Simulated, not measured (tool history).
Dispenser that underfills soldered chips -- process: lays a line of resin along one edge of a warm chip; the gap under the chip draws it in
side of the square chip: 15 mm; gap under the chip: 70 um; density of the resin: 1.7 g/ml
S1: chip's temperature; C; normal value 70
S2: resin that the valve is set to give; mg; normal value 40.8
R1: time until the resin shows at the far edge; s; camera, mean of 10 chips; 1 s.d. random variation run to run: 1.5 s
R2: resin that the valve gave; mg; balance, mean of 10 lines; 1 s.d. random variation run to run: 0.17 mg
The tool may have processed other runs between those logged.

Run 1, hour 0.0: usual settings. Result: R1 207.1 s, R2 40.89 mg.
Run 2, hour 3.3: usual settings. Result: R1 221.6 s, R2 40.77 mg.
Run 3, hour 5.7: usual settings. Result: R1 242.0 s, R2 40.74 mg.
Run 4, hour 10.1: usual settings but S1 60 C. Result: R1 232.6 s, R2 40.59 mg.
Run 5, hour 13.3: usual settings. Result: R1 177.5 s, R2 40.25 mg.
Run 6, hour 17.8: usual settings. Result: R1 200.0 s, R2 40.25 mg.
Run 7, hour 20.1: usual settings. Result: R1 217.4 s, R2 40.34 mg.
Run 8, hour 23.1: usual settings. Result: R1 228.3 s, R2 40.09 mg.
Run 9, hour 27.3: usual settings. Result: R1 157.5 s, R2 40.24 mg.
Run 10, hour 30.0: usual settings but S2 51.2 mg. Result: R1 167.8 s, R2 50.24 mg.
Run 11, hour 35.4: usual settings but S2 52.8 mg. Result: R1 193.1 s, R2 51.34 mg.
Run 12, hour 39.8: usual settings but S2 50.0 mg. Result: R1 221.5 s, R2 48.86 mg.
Run 13, hour 43.7: usual settings but S2 47.7 mg. Result: R1 144.3 s, R2 46.28 mg.
Run 14, hour 47.7: usual settings but S2 47.7 mg. Result: R1 163.5 s, R2 46.26 mg.
Run 15, hour 51.6: usual settings but S2 47.7 mg. Result: R1 183.4 s, R2 46.43 mg.
Run 16, hour 56.5: usual settings. Result: R1 214.2 s, R2 39.44 mg.
Run 17, hour 61.1: usual settings. Result: R1 242.2 s, R2 39.45 mg.
Run 18, hour 64.4: usual settings. Result: R1 159.7 s, R2 39.31 mg.
Run 19, hour 68.3: usual settings. Result: R1 179.1 s, R2 39.48 mg.
Run 20, hour 73.5: usual settings but S1 66 C, S2 40.0 mg. Result: R1 239.0 s, R2 38.41 mg.
Run 21, hour 78.2: usual settings but S1 75 C, S2 46.0 mg. Result: R1 189.1 s, R2 44.21 mg.
Run 22, hour 81.4: usual settings but S1 68 C, S2 35.5 mg. Result: R1 168.8 s, R2 33.83 mg.
Run 23, hour 86.3: usual settings but S1 68 C, S2 35.5 mg. Result: R1 195.1 s, R2 33.93 mg.
Run 24, hour 88.7: usual settings but S1 68 C, S2 35.5 mg. Result: R1 210.4 s, R2 33.70 mg.
Run 25, hour 92.9: usual settings but S1 76 C, S2 46.4 mg. Result: R1 165.9 s, R2 44.02 mg.
Run 26, hour 97.1: usual settings but S1 76 C, S2 46.4 mg. Result: R1 181.5 s, R2 43.81 mg.
Run 27, hour 101.9: usual settings but S1 76 C, S2 46.4 mg. Result: R1 122.6 s, R2 43.84 mg.
Run 28, hour 106.1: usual settings but S1 82 C, S2 38.8 mg. Result: R1 117.2 s, R2 36.34 mg.
Run 29, hour 109.7: usual settings but S1 57 C, S2 50.1 mg. Result: R1 303.7 s, R2 47.60 mg.
Run 30, hour 113.7: usual settings but S1 75 C, S2 51.4 mg. Result: R1 177.5 s, R2 48.08 mg.
Run 31, hour 119.4: usual settings but S1 78 C, S2 48.3 mg. Result: R1 114.2 s, R2 45.28 mg.
Run 32, hour 122.3: usual settings but S1 78 C, S2 48.3 mg. Result: R1 125.0 s, R2 45.08 mg.
Run 33, hour 126.9: usual settings but S1 61 C, S2 43.5 mg. Result: R1 258.9 s, R2 40.46 mg.
Run 34, hour 131.5: usual settings but S1 64 C, S2 43.5 mg. Result: R1 261.9 s, R2 40.52 mg.
Run 35, hour 136.8: usual settings but S1 60 C, S2 45.4 mg. Result: R1 215.2 s, R2 42.26 mg.
Run 36, hour 140.6: usual settings but S1 60 C, S2 45.4 mg. Result: R1 237.1 s, R2 41.68 mg.
Run 37, hour 143.8: usual settings but S1 60 C, S2 45.4 mg. Result: R1 254.9 s, R2 41.67 mg.

Not shown: 8 entries that the log had between the listed runs. Between which runs, and how does the tool's hidden state differ before and after?
In the gap between runs 3 and 4: new syringe of resin (hour 6.4)
  resin's viscosity, % of fresh resin's: 162 -> 109.2; dose that the valve gives, % of what is set: 99.55 -> 99.32; true chip temperature over the reading, C: 0.22 -> 0.23
  measured less the result without the state, R1: +91.4 -> +18.0 s; R2: -0.19 -> -0.28 mg
In the gap between runs 8 and 9: new syringe of resin (hour 25.1)
  resin's viscosity, % of fresh resin's: 155.9 -> 107.3; dose that the valve gives, % of what is set: 98.61 -> 98.41
  measured less the result without the state, R1: +81.0 -> +9.8 s; R2: -0.56 -> -0.65 mg
In the gap between runs 12 and 13: new syringe of resin (hour 43.6)
  resin's viscosity, % of fresh resin's: 151.1 -> 101.2; dose that the valve gives, % of what is set: 97.73 -> 97.55; true chip temperature over the reading, C: 0.27 -> 0.28
  measured less the result without the state, R1: +73.7 -> +0.4 s; R2: -1.13 -> -1.17 mg
In the gap between runs 17 and 18: new syringe of resin (hour 62.2)
  resin's viscosity, % of fresh resin's: 163.3 -> 107.4; dose that the valve gives, % of what is set: 96.59 -> 96.43
  measured less the result without the state, R1: +93.2 -> +10.2 s; R2: -1.40 -> -1.45 mg
In the gap between runs 21 and 22: new syringe of resin (hour 80.9)
  resin's viscosity, % of fresh resin's: 157.2 -> 102.8; dose that the valve gives, % of what is set: 95.63 -> 95.47; true chip temperature over the reading, C: 0.33 -> 0.34
  measured less the result without the state, R1: +67.9 -> +4.8 s; R2: -2.02 -> -1.60 mg
In the gap between runs 26 and 27: new syringe of resin (hour 99.5)
  resin's viscosity, % of fresh resin's: 158.3 -> 105.7; dose that the valve gives, % of what is set: 94.62 -> 94.37
  measured less the result without the state, R1: +66.0 -> +5.7 s; R2: -2.49 -> -2.61 mg
In the gap between runs 30 and 31: new syringe of resin (hour 118.0)
  resin's viscosity, % of fresh resin's: 146.4 -> 104; dose that the valve gives, % of what is set: 93.72 -> 93.42; true chip temperature over the reading, C: 0.39 -> 0.4
  measured less the result without the state, R1: +55.1 -> +3.5 s; R2: -3.23 -> -3.19 mg
In the gap between runs 34 and 35: new syringe of resin (hour 136.5)
  resin's viscosity, % of fresh resin's: 145.1 -> 101; dose that the valve gives, % of what is set: 92.74 -> 92.46; true chip temperature over the reading, C: 0.42 -> 0.43
  measured less the result without the state, R1: +80.4 -> +0.4 s; R2: -3.17 -> -3.45 mg

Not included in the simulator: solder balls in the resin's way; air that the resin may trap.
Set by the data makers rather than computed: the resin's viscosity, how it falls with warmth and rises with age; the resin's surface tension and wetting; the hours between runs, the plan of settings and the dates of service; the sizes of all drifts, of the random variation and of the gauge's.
